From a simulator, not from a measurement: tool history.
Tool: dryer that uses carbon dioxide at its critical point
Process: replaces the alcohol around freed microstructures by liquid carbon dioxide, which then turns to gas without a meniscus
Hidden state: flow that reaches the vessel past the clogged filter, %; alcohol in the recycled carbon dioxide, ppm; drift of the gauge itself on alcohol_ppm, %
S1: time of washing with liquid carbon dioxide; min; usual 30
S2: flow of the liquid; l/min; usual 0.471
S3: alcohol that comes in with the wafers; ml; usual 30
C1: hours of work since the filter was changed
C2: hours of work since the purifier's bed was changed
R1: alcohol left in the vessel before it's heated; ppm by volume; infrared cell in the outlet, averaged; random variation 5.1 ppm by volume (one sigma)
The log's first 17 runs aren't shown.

run,day,S1,S2,S3,C1,C2,R1
18,18.158,30,0.471,30,89,1088,171
19,19.342,30,0.471,30,109,1108,181
20,20.408,30,0.471,30,126,1125,182
21,21.821,30,0.471,30,149,1148,189
22,23.029,30,0.471,30,169,1168,197
23,24.112,30,0.471,30,186,1185,190
24,25.483,30,0.471,30,209,1208,198
25,26.112,39,0.591,56,219,1218,129
26,27.004,23,0.533,39,233,1232,353
27,27.804,23,0.533,39,247,1246,363
28,28.442,35,0.547,38,257,1256,149
29,29.204,24,0.634,29,269,1268,201
30,30.379,24,0.634,29,288,1287,202
31,31.2,30,0.471,32,302,1301,237
32,32.488,39,0.308,47,323,1322,454
# day 33.3: inlet filter changed
33,33.85,22,0.39,22,9,1343,460

Forecast run 34:
34,34.692,34,0.341,22,23,1357,?

R1: 224 ppm by volume
Without the tool's hidden state the same run would have given R1 85 ppm by volume.
